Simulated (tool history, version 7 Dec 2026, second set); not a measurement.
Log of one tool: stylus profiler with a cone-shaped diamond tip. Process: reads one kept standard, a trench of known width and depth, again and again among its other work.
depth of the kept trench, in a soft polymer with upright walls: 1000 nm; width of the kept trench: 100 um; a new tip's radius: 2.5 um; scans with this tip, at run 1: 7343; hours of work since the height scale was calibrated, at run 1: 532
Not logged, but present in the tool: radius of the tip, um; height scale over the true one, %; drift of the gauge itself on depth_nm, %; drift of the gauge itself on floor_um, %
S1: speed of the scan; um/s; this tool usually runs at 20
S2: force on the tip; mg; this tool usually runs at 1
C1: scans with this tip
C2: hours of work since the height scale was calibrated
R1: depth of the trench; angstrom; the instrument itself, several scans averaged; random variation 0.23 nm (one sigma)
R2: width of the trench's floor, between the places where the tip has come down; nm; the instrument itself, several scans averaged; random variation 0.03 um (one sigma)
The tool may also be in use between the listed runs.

run,hour,S1,S2,C1,C2,R1,R2
1,0,20,1,7343,532,10067.8,93370
2,25.6,20,1,7565,548,10068.6,93350
3,57.9,20,1,7844,568,10065.3,93260
4,88.9,20,1,8112,588,10063.2,93130
5,124.7,20,1,8422,610,10064.2,93090
6,163.2,20,1,8755,634,10061.7,93050
7,185.8,20,1,8950,648,10062.1,92970
8,209.4,56,0.4,9154,663,10024.3,92380
9,238,56,0.4,9401,681,10024.8,92290

For run 10, what comes out?
10,272.1,41,1.46,9697,703,?,?

R1: 10086.1 angstrom
R2: 92660 nm
Take away the tool's hidden state, keep the run-to-run variation as it was, and the same run would have given R1 10108.7 angstrom, R2 95710 nm.
